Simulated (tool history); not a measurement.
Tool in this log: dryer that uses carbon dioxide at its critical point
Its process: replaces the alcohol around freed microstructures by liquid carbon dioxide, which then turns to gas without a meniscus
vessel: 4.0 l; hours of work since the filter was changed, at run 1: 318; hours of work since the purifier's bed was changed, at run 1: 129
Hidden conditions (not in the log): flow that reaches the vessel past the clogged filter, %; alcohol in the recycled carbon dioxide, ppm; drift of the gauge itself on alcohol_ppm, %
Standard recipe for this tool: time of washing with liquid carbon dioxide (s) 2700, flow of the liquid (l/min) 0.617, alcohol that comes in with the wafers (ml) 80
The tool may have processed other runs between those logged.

run,hour,time of washing with liquid carbon dioxide (s),flow of the liquid (l/min),alcohol that comes in with the wafers (ml),hours of work since the filter was changed,hours of work since the purifier's bed was changed,alcohol left in the vessel before it's heated (ppm by volume)
1,0,2700,0.617,80,318,129,93
2,24.9,2700,1.006,80,337,148,29
3,40,2700,1.006,80,348,159,30
4,70.3,2700,1.006,80,372,182,34
5,86.2,2700,0.617,80,384,195,123
6,103.6,2700,0.617,80,397,208,111
7,120.9,2700,0.617,80,410,221,124
8,146.2,2700,0.617,80,430,240,123
9,174.4,3060,0.617,80,451,262,98
10,201.3,3060,0.617,80,472,283,102
11,223.6,3060,0.617,80,489,300,101
12,245.6,2700,0.617,80,506,317,144
13,279,2700,0.617,80,531,342,164
14,307.7,4080,0.617,80,553,364,74
# hour 316.1: inlet filter changed
15,338.2,2700,0.644,80,17,387,101
16,358,4080,0.617,80,32,402,71
17,386.2,4080,0.617,88,54,423,80
18,415.1,2280,0.589,47,76,446,161
19,430.7,2280,0.589,47,88,458,178
20,464.8,2280,0.589,47,114,484,180
21,498.9,3360,0.94,25,140,510,96
22,532.9,1860,0.886,108,166,536,171
23,551.7,1860,0.886,108,180,550,175
24,570.3,1860,0.886,108,195,564,187
25,605.2,2700,0.617,25,221,591,116

For run 26, what comes out?
26,631.1,2700,0.378,25,241,611,?

alcohol left in the vessel before it's heated (ppm by volume): 305
With no hidden state in the tool, this same run would have given alcohol left in the vessel before it's heated (ppm by volume) 159.
